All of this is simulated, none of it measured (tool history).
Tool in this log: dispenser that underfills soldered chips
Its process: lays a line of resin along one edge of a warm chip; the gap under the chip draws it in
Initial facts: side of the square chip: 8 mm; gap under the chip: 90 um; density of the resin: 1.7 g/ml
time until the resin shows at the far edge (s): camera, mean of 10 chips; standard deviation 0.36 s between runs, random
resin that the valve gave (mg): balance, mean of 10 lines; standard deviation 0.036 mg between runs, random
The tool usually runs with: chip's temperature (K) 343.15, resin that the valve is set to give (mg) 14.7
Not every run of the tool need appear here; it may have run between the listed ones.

run   hour  chip's temperature (K)  resin that the valve is set to give (mg)  time until the resin shows at the far edge (s)  resin that the valve gave (mg)
  1    0.0                  343.15                                      14.7                                            30.2                           14.22
       6.1  -- new syringe of resin
  2    6.1                  343.15                                      17.9                                            20.1                           17.22
  3   15.8                  343.15                                      17.9                                            29.5                           17.17
      22.0  -- new syringe of resin
  4   28.1                  329.15                                      17.9                                            44.2                           17.11
  5   33.4                  348.15                                      14.7                                            25.9                           14.14
      38.5  -- new syringe of resin
  6   43.7                  343.15                                      17.6                                            25.1                           16.86
      48.5  -- dispensing valve cleaned and set on the balance
      55.8  -- new syringe of resin
  7   56.2                  343.15                                      17.6                                            20.3                           17.57
  8   62.5                  343.15                                      16.4                                            25.9                           16.40
  9   71.1                  343.15                                      16.4                                            35.7                           16.37
      72.2  -- new syringe of resin
 10   81.1                  343.15                                      16.4                                            29.6                           16.36
      88.7  -- new syringe of resin
 11   90.6                  343.15                                      16.4                                            22.0                           16.24
 12   99.9                  343.15                                      16.4                                            31.7                           16.27
     104.6  -- new syringe of resin
 13  109.3                  343.15                                      16.4                                            24.8                           16.16
 14  114.8                  355.15                                      13.3                                            20.8                           13.11
     121.3  -- new syringe of resin
 15  121.6                  355.15                                      13.3                                            13.9                           13.12
 16  134.0                  355.15                                      13.3                                            22.7                           13.09
     137.7  -- new syringe of resin
 17  145.5                  341.15                                      17.9                                            30.5                           17.54
     153.7  -- new syringe of resin
 18  153.7                  341.15                                      17.9                                            22.9                           17.56
 19  158.8                  341.15                                      17.9                                            27.0                           17.53
 20  165.0                  352.15                                      16.1                                            22.6                           15.71
     169.8  -- new syringe of resin
 21  173.9                  346.15                                      15.7                                            22.3                           15.31
 22  184.8                  354.15                                      18.7                                            24.4                           18.10
     186.2  -- new syringe of resin
 23  192.9                  354.15                                      18.7                                            18.1                           18.17

Below are 4 alternative next runs, each starting from the tool's condition after run 23. Predict each:
  A  199.1                  343.15                                      14.7                                               ?                               ?
  B  199.1                  343.15                                      14.0                                               ?                               ?
  C  199.1                  337.15                                      12.6                                               ?                               ?
  D  199.1                  347.15                                      17.9                                               ?                               ?

run  time until the resin shows at the far edge (s)  resin that the valve gave (mg)
  A                                            34.8                           14.20
  B                                            36.0                           13.56
  C                                            45.8                           12.21
  D                                            29.7                           17.27
With the hidden condition removed and each run's random variation left untouched, the same runs would have given:
run  time until the resin shows at the far edge (s)  resin that the valve gave (mg)
  A                                            19.5                           14.68
  B                                            20.5                           14.01
  C                                            25.5                           12.62
  D                                            16.8                           17.85
